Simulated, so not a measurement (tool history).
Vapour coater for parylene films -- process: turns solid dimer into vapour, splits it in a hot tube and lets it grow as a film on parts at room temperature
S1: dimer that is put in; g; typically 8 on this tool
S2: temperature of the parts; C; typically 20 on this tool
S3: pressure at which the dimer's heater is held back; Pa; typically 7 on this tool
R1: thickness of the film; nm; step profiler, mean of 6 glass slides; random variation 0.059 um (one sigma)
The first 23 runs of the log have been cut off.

| run | hour | S1 | S2 | S3 | R1 |
|---|---|---|---|---|---|
| 24 | 276.7 | 5 | 24 | 7.28 | 3160 |
| 25 | 290.5 | 4 | 20 | 9.75 | 2950 |
|  | 296.8 | trap's valve overhauled |
|  | 303.7 | table's thermometer calibrated, once more |
| 26 | 311.7 | 3 | 26 | 4.17 | 2140 |
| 27 | 323.3 | 7 | 14 | 11.15 | 7390 |
| 28 | 338.7 | 12 | 31 | 2.53 | 7290 |
| 29 | 350.6 | 3 | 16 | 7.77 | 3030 |
| 30 | 362.6 | 8 | 12 | 3.7 | 8720 |
| 31 | 375.2 | 14 | 29 | 7 | 8210 |
| 32 | 387.4 | 14 | 29 | 7 | 8180 |
| 33 | 395.6 | 14 | 29 | 7 | 8210 |
| 34 | 405.8 | 6 | 27 | 2.08 | 4310 |
| 35 | 414.2 | 3 | 30 | 2.16 | 1940 |
| 36 | 428.9 | 4 | 30 | 3.59 | 2410 |
| 37 | 443.1 | 6 | 12 | 3.59 | 6470 |
| 38 | 459.9 | 4 | 14 | 3.88 | 4300 |

What if the next run were any one of these 4? Each begins from the tool's condition after run 38:
| A | 472.6 | 8 | 25 | 7 | ? |
| B | 472.6 | 12 | 20 | 7 | ? |
| C | 472.6 | 4 | 17 | 3.88 | ? |
| D | 472.6 | 9 | 20 | 10.25 | ? |

| run | R1 |
|---|---|
| A | 5450 |
| B | 10120 |
| C | 4050 |
| D | 7260 |
Without the tool's unlogged condition, the same runs would have read:
| run | R1 |
|---|---|
| A | 5660 |
| B | 10500 |
| C | 4200 |
| D | 7530 |
